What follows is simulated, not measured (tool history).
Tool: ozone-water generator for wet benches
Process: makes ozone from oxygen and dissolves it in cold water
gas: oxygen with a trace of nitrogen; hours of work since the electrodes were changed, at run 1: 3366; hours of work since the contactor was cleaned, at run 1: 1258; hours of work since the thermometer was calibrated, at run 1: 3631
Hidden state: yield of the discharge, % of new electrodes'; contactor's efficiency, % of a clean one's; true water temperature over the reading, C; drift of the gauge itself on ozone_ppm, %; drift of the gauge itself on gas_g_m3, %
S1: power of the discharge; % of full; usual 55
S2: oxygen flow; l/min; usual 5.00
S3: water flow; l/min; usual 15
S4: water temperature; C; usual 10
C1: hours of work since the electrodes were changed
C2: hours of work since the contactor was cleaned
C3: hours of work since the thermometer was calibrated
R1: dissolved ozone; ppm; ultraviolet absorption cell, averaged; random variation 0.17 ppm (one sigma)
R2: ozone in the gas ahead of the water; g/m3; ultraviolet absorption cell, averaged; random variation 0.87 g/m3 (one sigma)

run,hour,S1,S2,S3,S4,C1,C2,C3,R1,R2
1,0.0,55,5.00,15,10,3366,1258,3631,18.2,120.4
2,132.4,55,5.00,15,10,3446,1338,3711,18.2,120.0
3,281.7,55,5.00,15,10,3536,1428,3802,18.4,119.5
4,460.3,55,5.00,15,10,3644,1536,3910,18.2,117.5
5,549.8,55,5.00,12,10,3698,1590,3964,21.3,118.6
6,678.2,55,5.00,12,10,3776,1668,4041,21.5,117.9
7,766.2,55,5.00,12,10,3829,1721,4095,21.2,118.6
8,938.6,55,5.00,12,10,3934,1826,4199,20.8,114.9
9,1044.1,55,5.00,19,10,3997,1889,4263,14.5,116.7
10,1200.5,55,5.00,13,10,4092,1984,4357,19.5,116.3
11,1345.3,55,5.00,13,10,4179,2071,4445,19.6,115.7
12,1432.1,55,5.00,15,10,4232,2124,4497,17.6,114.7
13,1556.2,55,5.00,15,10,4307,2199,4572,17.3,115.1
14,1700.5,70,5.00,15,10,4394,2286,4659,19.4,127.7
15,1809.9,70,8.45,15,10,4460,2352,4726,17.2,87.9
16,1896.9,55,5.00,15,10,4513,2405,4778,17.0,112.4
# hour 2006.1: contactor cleaned
17,2015.6,55,5.00,15,10,4582,6,4848,17.2,111.5
18,2197.0,55,3.26,20,13,4692,115,4957,13.2,148.6
19,2298.0,55,5.00,10,10,4753,177,5018,22.5,111.0
# hour 2442.0: water thermometer calibrated
20,2482.6,55,5.00,13,5,4864,288,25,20.5,110.9
21,2643.7,71,5.00,18,10,4962,385,122,16.3,120.4
22,2768.3,85,5.00,15,7,5037,461,197,21.1,131.4
23,2856.8,85,5.00,15,7,5091,514,251,20.8,129.0
24,2938.4,86,5.00,20,15,5140,563,300,15.1,130.4
25,3087.5,86,5.00,20,15,5230,654,390,14.6,129.3
26,3180.8,53,5.00,16,10,5287,710,447,15.4,105.4
27,3363.7,53,5.00,16,10,5397,821,557,15.3,104.7
# hour 3409.3: electrodes of the discharge changed
28,3524.0,48,3.30,12,16,69,914,651,23.3,173.4
29,3677.7,48,3.30,12,16,162,1007,744,23.0,173.4
30,3753.8,48,3.30,20,16,208,1053,790,15.1,174.4
31,3865.1,46,3.30,20,16,276,1120,857,14.5,169.0
32,3990.9,55,4.08,15,10,352,1196,933,22.0,159.7
33,4109.1,85,5.00,15,7,423,1268,1004,27.9,172.5
34,4288.5,85,5.00,15,7,532,1376,1113,28.1,173.5

Forecast each of these 3 alternatives for the next run:
A,4428.3,68,8.42,22,10,616,1461,1197,?,?
B,4428.3,53,5.00,11,15,616,1461,1197,?,?
C,4428.3,55,5.00,14,10,616,1461,1197,?,?

run,R1,R2
A,16.1,106.2
B,23.6,134.0
C,22.5,137.5
Without the tool's hidden state the same runs would have given:
run,R1,R2
A,17.1,109.9
B,24.8,138.1
C,23.7,141.8

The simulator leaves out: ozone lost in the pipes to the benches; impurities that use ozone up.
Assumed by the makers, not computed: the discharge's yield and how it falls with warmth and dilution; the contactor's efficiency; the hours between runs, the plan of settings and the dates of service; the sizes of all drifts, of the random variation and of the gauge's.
